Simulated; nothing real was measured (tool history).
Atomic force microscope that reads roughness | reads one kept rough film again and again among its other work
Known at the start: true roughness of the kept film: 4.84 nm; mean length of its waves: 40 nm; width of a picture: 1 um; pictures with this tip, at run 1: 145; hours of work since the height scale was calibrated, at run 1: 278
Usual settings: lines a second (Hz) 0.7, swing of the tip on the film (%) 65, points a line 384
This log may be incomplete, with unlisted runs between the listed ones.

| run | hour | lines a second (Hz) | swing of the tip on the film (%) | points a line | pictures with this tip | hours of work since the height scale was calibrated | roughness of the kept film (nm (root mean square)) |
|---|---|---|---|---|---|---|---|
| 1 | 0 | 0.7 | 65 | 384 | 145 | 278 | 3.652 |
| 2 | 49 | 0.7 | 65 | 384 | 198 | 298 | 3.495 |
| 3 | 83.1 | 2.363 | 65 | 384 | 235 | 312 | 3.237 |
|  | 96.9 | new tip fitted |
| 4 | 118.5 | 0.7 | 72 | 384 | 23 | 326 | 4.1 |
| 5 | 144.3 | 0.7 | 65 | 384 | 51 | 337 | 4.012 |
| 6 | 190.1 | 0.7 | 65 | 384 | 101 | 355 | 3.836 |
| 7 | 219 | 0.7 | 65 | 384 | 132 | 367 | 3.691 |
| 8 | 260.9 | 0.7 | 65 | 384 | 177 | 384 | 3.522 |
| 9 | 308.2 | 0.7 | 65 | 384 | 228 | 403 | 3.369 |
|  | 329.8 | new tip fitted |
| 10 | 342.6 | 0.7 | 65 | 384 | 14 | 417 | 4.178 |
| 11 | 368 | 0.7 | 65 | 384 | 42 | 427 | 4.065 |
| 12 | 404.1 | 1.246 | 65 | 384 | 80 | 441 | 3.86 |
| 13 | 436.5 | 1.246 | 65 | 384 | 115 | 454 | 3.716 |
| 14 | 457.2 | 1.246 | 77 | 384 | 138 | 463 | 3.517 |
| 15 | 486 | 1.246 | 77 | 384 | 169 | 475 | 3.422 |
| 16 | 527.6 | 1.246 | 77 | 384 | 213 | 491 | 3.315 |
|  | 562.9 | new tip fitted |
| 17 | 568.4 | 1.246 | 77 | 384 | 6 | 508 | 4.025 |
| 18 | 609 | 1.246 | 77 | 902 | 50 | 524 | 3.829 |
| 19 | 635.8 | 0.7 | 65 | 384 | 78 | 535 | 3.882 |
| 20 | 681.8 | 0.7 | 65 | 384 | 128 | 554 | 3.702 |
| 21 | 703.4 | 0.7 | 65 | 625 | 151 | 562 | 3.648 |
| 22 | 728.6 | 0.7 | 65 | 625 | 178 | 572 | 3.568 |
| 23 | 754.8 | 0.7 | 61 | 384 | 207 | 583 | 3.48 |
| 24 | 783.1 | 3.479 | 67 | 1018 | 237 | 594 | 3.11 |
|  | 795.3 | new tip fitted |
| 25 | 807.4 | 1.463 | 67 | 584 | 13 | 604 | 4.073 |
| 26 | 830.7 | 1.371 | 66 | 584 | 38 | 614 | 3.974 |
| 27 | 855.2 | 1.371 | 66 | 584 | 64 | 623 | 3.854 |
| 28 | 885.8 | 1.371 | 66 | 584 | 97 | 636 | 3.736 |
| 29 | 909.3 | 0.7 | 65 | 950 | 122 | 645 | 3.728 |
| 30 | 929.3 | 1.888 | 70 | 346 | 144 | 653 | 3.466 |
| 31 | 960.7 | 1.888 | 70 | 346 | 178 | 666 | 3.349 |
| 32 | 1009.5 | 1.888 | 70 | 346 | 230 | 686 | 3.199 |
|  | 1027.4 | new tip fitted |
| 33 | 1055.8 | 1.888 | 70 | 346 | 31 | 704 | 3.899 |
| 34 | 1083 | 1.888 | 70 | 346 | 60 | 715 | 3.784 |
| 35 | 1109.3 | 0.66 | 86 | 665 | 88 | 726 | 3.788 |
| 36 | 1155.6 | 1.152 | 89 | 475 | 138 | 745 | 3.397 |
| 37 | 1191.1 | 3.664 | 89 | 546 | 176 | 759 | 2.66 |
| 38 | 1231.6 | 3.664 | 89 | 546 | 220 | 775 | 2.561 |
| 39 | 1251.8 | 2.25 | 84 | 314 | 242 | 784 | 2.927 |
|  | 1261.4 | new tip fitted |
| 40 | 1281.6 | 1.062 | 58 | 899 | 22 | 795 | 4.162 |
| 41 | 1315.5 | 1.062 | 58 | 899 | 59 | 809 | 4.025 |
| 42 | 1359.2 | 1.062 | 58 | 899 | 106 | 827 | 3.837 |
| 43 | 1389.1 | 1.062 | 58 | 899 | 138 | 839 | 3.693 |

3 options for the next run, each taken on its own from the tool as it stands now. Forecast them:
| A | 1426.9 | 2.061 | 60 | 485 | 179 | 854 | ? |
| B | 1426.9 | 0.7 | 65 | 459 | 179 | 854 | ? |
| C | 1426.9 | 1.246 | 88 | 429 | 179 | 854 | ? |

| run | roughness of the kept film (nm (root mean square)) |
|---|---|
| A | 3.477 |
| B | 3.546 |
| C | 3.228 |
Take away the tool's hidden state, keep each run's random variation, and the runs would have read:
| run | roughness of the kept film (nm (root mean square)) |
|---|---|
| A | 4.133 |
| B | 4.215 |
| C | 3.837 |
